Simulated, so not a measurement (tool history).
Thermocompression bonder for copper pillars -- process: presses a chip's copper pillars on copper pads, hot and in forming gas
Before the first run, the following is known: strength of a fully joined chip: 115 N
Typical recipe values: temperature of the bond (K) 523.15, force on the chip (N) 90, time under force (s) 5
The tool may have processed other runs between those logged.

| run | hour | temperature of the bond (K) | force on the chip (N) | time under force (s) | force that shears a chip off (N) |
|---|---|---|---|---|---|
| 1 | 0 | 523.15 | 90 | 5 | 84.7 |
| 2 | 32.1 | 534.15 | 90 | 5 | 92.8 |
| 3 | 53.2 | 534.15 | 90 | 5 | 92.6 |
| 4 | 71.7 | 523.15 | 90 | 5 | 84.7 |
| 5 | 97.6 | 499.15 | 90 | 5 | 64.6 |
| 6 | 116.8 | 499.15 | 90 | 15 | 87.1 |
| 7 | 149.2 | 499.15 | 90 | 15 | 87 |
| 8 | 190.1 | 499.15 | 90 | 15 | 86.8 |
| 9 | 219.5 | 499.15 | 90 | 15 | 86.7 |
| 10 | 257.5 | 499.15 | 90 | 15 | 86.7 |
| 11 | 298.8 | 523.15 | 90 | 5 | 84.3 |
| 12 | 327.7 | 523.15 | 90 | 5 | 84.5 |
| 13 | 356.6 | 523.15 | 90 | 5 | 83.8 |
| 14 | 374.6 | 523.15 | 90 | 5 | 84.2 |
| 15 | 413.6 | 523.15 | 90 | 5 | 84.3 |
| 16 | 449 | 523.15 | 90 | 5 | 83.8 |
| 17 | 481.3 | 523.15 | 90 | 5 | 83.9 |
| 18 | 515.1 | 523.15 | 90 | 5 | 83.9 |
| 19 | 540.9 | 523.15 | 90 | 5 | 83.7 |
| 20 | 558.4 | 523.15 | 90 | 5 | 83.4 |
| 21 | 587.6 | 542.15 | 72 | 7 | 92.5 |
| 22 | 610.6 | 531.15 | 87 | 6 | 90.8 |
| 23 | 644.2 | 510.15 | 90 | 10 | 86.1 |
| 24 | 663.4 | 523.15 | 90 | 14 | 99.2 |
| 25 | 696.6 | 528.15 | 86 | 5 | 84.8 |
| 26 | 725.5 | 528.15 | 91 | 13 | 101.4 |
|  | 731.6 | forming gas filter changed |
| 27 | 758.7 | 510.15 | 132 | 14 | 108.2 |
| 28 | 785.2 | 510.15 | 132 | 14 | 107.7 |
| 29 | 810.6 | 510.15 | 132 | 14 | 108.1 |
| 30 | 828.5 | 532.15 | 73 | 5 | 84.1 |
| 31 | 865.7 | 532.15 | 73 | 5 | 84.2 |
| 32 | 888.4 | 496.15 | 73 | 10 | 68.4 |
| 33 | 923.3 | 496.15 | 108 | 13 | 91.3 |
| 34 | 963.8 | 496.15 | 108 | 13 | 91.8 |
| 35 | 994.9 | 523.15 | 66 | 4 | 67.1 |
| 36 | 1033 | 507.15 | 95 | 6 | 79.9 |
| 37 | 1074.1 | 507.15 | 95 | 6 | 80 |
| 38 | 1095.4 | 507.15 | 95 | 6 | 80.3 |
| 39 | 1122.5 | 524.15 | 90 | 7 | 93 |

Consider 5 possible next runs. They are alternatives, not a sequence: every one starts from the tool as it was left by run 39. What does each give?
| A | 1148 | 534.15 | 102 | 3 | ? |
| B | 1148 | 524.15 | 57 | 10 | ? |
| C | 1148 | 524.15 | 121 | 3 | ? |
| D | 1148 | 524.15 | 70 | 7 | ? |
| E | 1148 | 510.15 | 86 | 5 | ? |

| run | force that shears a chip off (N) |
|---|---|
| A | 90.5 |
| B | 79.3 |
| C | 91 |
| D | 82.2 |
| E | 73.9 |
Stripped of hidden state, with their random variation kept, the same runs would have yielded:
| run | force that shears a chip off (N) |
|---|---|
| A | 88.1 |
| B | 76.2 |
| C | 88.5 |
| D | 79.1 |
| E | 70.4 |
